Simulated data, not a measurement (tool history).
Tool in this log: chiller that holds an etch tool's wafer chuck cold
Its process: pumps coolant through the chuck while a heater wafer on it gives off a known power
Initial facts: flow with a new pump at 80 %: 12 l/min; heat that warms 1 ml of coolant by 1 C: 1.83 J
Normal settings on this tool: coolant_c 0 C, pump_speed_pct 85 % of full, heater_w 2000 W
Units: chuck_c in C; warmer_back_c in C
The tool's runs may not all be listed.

Run 1, hour 0.0: usual settings. Result: chuck_c 12.25 C, warmer_back_c 5.12 C.
Run 2, hour 91.0: usual settings. Result: chuck_c 12.18 C, warmer_back_c 5.11 C.
Run 3, hour 179.7: usual settings. Result: chuck_c 12.23 C, warmer_back_c 5.08 C.
Run 4, hour 281.4: usual settings. Result: chuck_c 12.32 C, warmer_back_c 5.10 C.
Run 5, hour 383.9: usual settings. Result: chuck_c 12.21 C, warmer_back_c 5.13 C.
Run 6, hour 446.1: usual settings. Result: chuck_c 12.11 C, warmer_back_c 5.15 C.
Run 7, hour 527.0: usual settings but heater_w 2058 W. Result: chuck_c 12.63 C, warmer_back_c 5.26 C.
Run 8, hour 638.6: usual settings but heater_w 1501 W. Result: chuck_c 9.13 C, warmer_back_c 3.86 C.
Run 9, hour 788.2: usual settings but heater_w 1501 W. Result: chuck_c 9.25 C, warmer_back_c 3.88 C.
Run 10, hour 873.2: usual settings but coolant_c -3 C. Result: chuck_c 9.29 C, warmer_back_c 5.16 C.
Run 11, hour 942.1: usual settings but coolant_c -3 C. Result: chuck_c 9.18 C, warmer_back_c 5.15 C.
Run 12, hour 1006.3: usual settings but coolant_c -3 C. Result: chuck_c 9.12 C, warmer_back_c 5.11 C.
Run 13, hour 1121.6: usual settings but coolant_c -3 C. Result: chuck_c 9.18 C, warmer_back_c 5.16 C.
Run 14, hour 1207.0: usual settings but coolant_c -3 C. Result: chuck_c 9.31 C, warmer_back_c 5.15 C.
Run 15, hour 1311.3: usual settings but coolant_c -3 C. Result: chuck_c 9.28 C, warmer_back_c 5.14 C.
At hour 1456.9: coolant changed, channels flushed.
Run 16, hour 1461.2: usual settings but coolant_c -3 C. Result: chuck_c 9.22 C, warmer_back_c 5.19 C.
Run 17, hour 1548.6: usual settings but coolant_c -3 C. Result: chuck_c 9.24 C, warmer_back_c 5.13 C.
Run 18, hour 1649.5: usual settings but coolant_c 2 C, pump_speed_pct 77 % of full, heater_w 1239 W. Result: chuck_c 10.37 C, warmer_back_c 3.58 C.
Run 19, hour 1785.4: usual settings but coolant_c 10 C, pump_speed_pct 63 % of full, heater_w 1561 W. Result: chuck_c 22.59 C, warmer_back_c 5.59 C.
Run 20, hour 1906.6: usual settings but coolant_c 10 C, pump_speed_pct 65 % of full, heater_w 2215 W. Result: chuck_c 27.53 C, warmer_back_c 7.64 C.
Run 21, hour 1998.6: usual settings but coolant_c 4 C, pump_speed_pct 63 % of full, heater_w 1698 W. Result: chuck_c 17.58 C, warmer_back_c 6.06 C.
Run 22, hour 2070.4: usual settings but coolant_c 4 C, pump_speed_pct 63 % of full, heater_w 1698 W. Result: chuck_c 17.68 C, warmer_back_c 6.08 C.
Run 23, hour 2206.8: usual settings but coolant_c -1 C, pump_speed_pct 75 % of full, heater_w 1455 W. Result: chuck_c 8.97 C, warmer_back_c 4.33 C.
Run 24, hour 2333.4: usual settings but coolant_c -1 C, pump_speed_pct 75 % of full, heater_w 1455 W. Result: chuck_c 8.85 C, warmer_back_c 4.29 C.
Run 25, hour 2424.3: usual settings but coolant_c 4 C. Result: chuck_c 16.34 C, warmer_back_c 5.17 C.
Run 26, hour 2560.9: usual settings but coolant_c 4 C. Result: chuck_c 16.35 C, warmer_back_c 5.16 C.
Run 27, hour 2681.4: usual settings but coolant_c 4 C, pump_speed_pct 71 % of full, heater_w 2067 W. Result: chuck_c 19.08 C, warmer_back_c 6.51 C.
Run 28, hour 2779.0: usual settings but coolant_c -1 C, pump_speed_pct 64 % of full, heater_w 1385 W. Result: chuck_c 10.17 C, warmer_back_c 4.94 C.
Run 29, hour 2849.2: usual settings but coolant_c 3 C, pump_speed_pct 69 % of full, heater_w 2126 W. Result: chuck_c 18.69 C, warmer_back_c 6.91 C.
Run 30, hour 2955.8: usual settings but coolant_c 3 C, pump_speed_pct 69 % of full, heater_w 2126 W. Result: chuck_c 18.67 C, warmer_back_c 6.90 C.
Run 31, hour 3065.7: usual settings but coolant_c 1 C, pump_speed_pct 79 % of full, heater_w 2603 W. Result: chuck_c 18.00 C, warmer_back_c 7.35 C.
Run 32, hour 3213.5: usual settings but coolant_c 1 C, pump_speed_pct 79 % of full, heater_w 2603 W. Result: chuck_c 17.84 C, warmer_back_c 7.31 C.
Run 33, hour 3299.9: usual settings but coolant_c 1 C, pump_speed_pct 79 % of full, heater_w 1145 W. Result: chuck_c 8.35 C, warmer_back_c 3.26 C.

Some steps in warmer_back_c between neighbouring runs. How much of each would the tool show without its hidden state too (settings, what came in, random variation), and how much is left for the hidden state, with any gauge scatter that isn't in both results?
Hidden state present: heat passed by the chuck's channels, % of clean ones'; flow at a given pump speed, % of a new pump's; coolant's true temperature over the reading, C; drift of the gauge itself on chuck_c, C; drift of the gauge itself on warmer_back_c, C.
Run 4 -> 5: no setting changed, nothing entered. warmer_back_c +0.03 C: hidden state +0.01, all else +0.02.
Run 6 -> 7: heater_w 2000 -> 2058. warmer_back_c +0.11 C: hidden state +0.01, all else +0.10.
Run 9 -> 10: coolant_c 0 -> -3, heater_w 1501 -> 2000. warmer_back_c +1.28 C: hidden state +0.01, all else +1.27.
Run 18 -> 19: coolant_c 2 -> 10, pump_speed_pct 77 -> 63, heater_w 1239 -> 1561. warmer_back_c +2.01 C: hidden state +0.01, all else +2.00.
Run 19 -> 20: pump_speed_pct 63 -> 65, heater_w 1561 -> 2215. warmer_back_c +2.05 C: hidden state +0.00, all else +2.05.
Run 32 -> 33: heater_w 2603 -> 1145. warmer_back_c -4.05 C: hidden state -0.01, all else -4.04.
